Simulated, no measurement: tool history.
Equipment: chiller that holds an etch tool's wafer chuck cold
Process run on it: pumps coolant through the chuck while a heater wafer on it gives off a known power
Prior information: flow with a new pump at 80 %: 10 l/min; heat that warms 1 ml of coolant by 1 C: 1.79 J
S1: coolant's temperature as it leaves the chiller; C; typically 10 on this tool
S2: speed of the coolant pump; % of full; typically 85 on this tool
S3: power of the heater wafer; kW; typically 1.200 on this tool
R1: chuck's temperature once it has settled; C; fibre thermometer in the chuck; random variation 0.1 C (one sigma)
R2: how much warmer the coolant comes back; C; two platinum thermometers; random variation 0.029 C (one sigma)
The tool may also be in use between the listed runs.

run 1 hour=0.0 | S1=10 S2=85 S3=1.200 | R1=22.6 R2=3.80
run 2 hour=47.4 | S1=10 S2=65 S3=1.200 | R1=25.8 R2=4.86
run 3 hour=72.4 | S1=10 S2=85 S3=1.465 | R1=25.4 R2=4.58
run 4 hour=113.4 | S1=10 S2=85 S3=1.465 | R1=25.4 R2=4.61
run 5 hour=153.6 | S1=10 S2=85 S3=1.070 | R1=21.2 R2=3.38
run 6 hour=200.2 | S1=12 S2=85 S3=1.200 | R1=24.4 R2=3.79

Run 7 is up next; what results do you expect?
run 7 hour=229.6 | S1=12 S2=85 S3=1.200 | R1=? R2=?

Run 7 came out at R1 24.4 C, R2 3.77 C.
With no hidden state in the tool, this same run would have given R1 24.4 C, R2 3.77 C.

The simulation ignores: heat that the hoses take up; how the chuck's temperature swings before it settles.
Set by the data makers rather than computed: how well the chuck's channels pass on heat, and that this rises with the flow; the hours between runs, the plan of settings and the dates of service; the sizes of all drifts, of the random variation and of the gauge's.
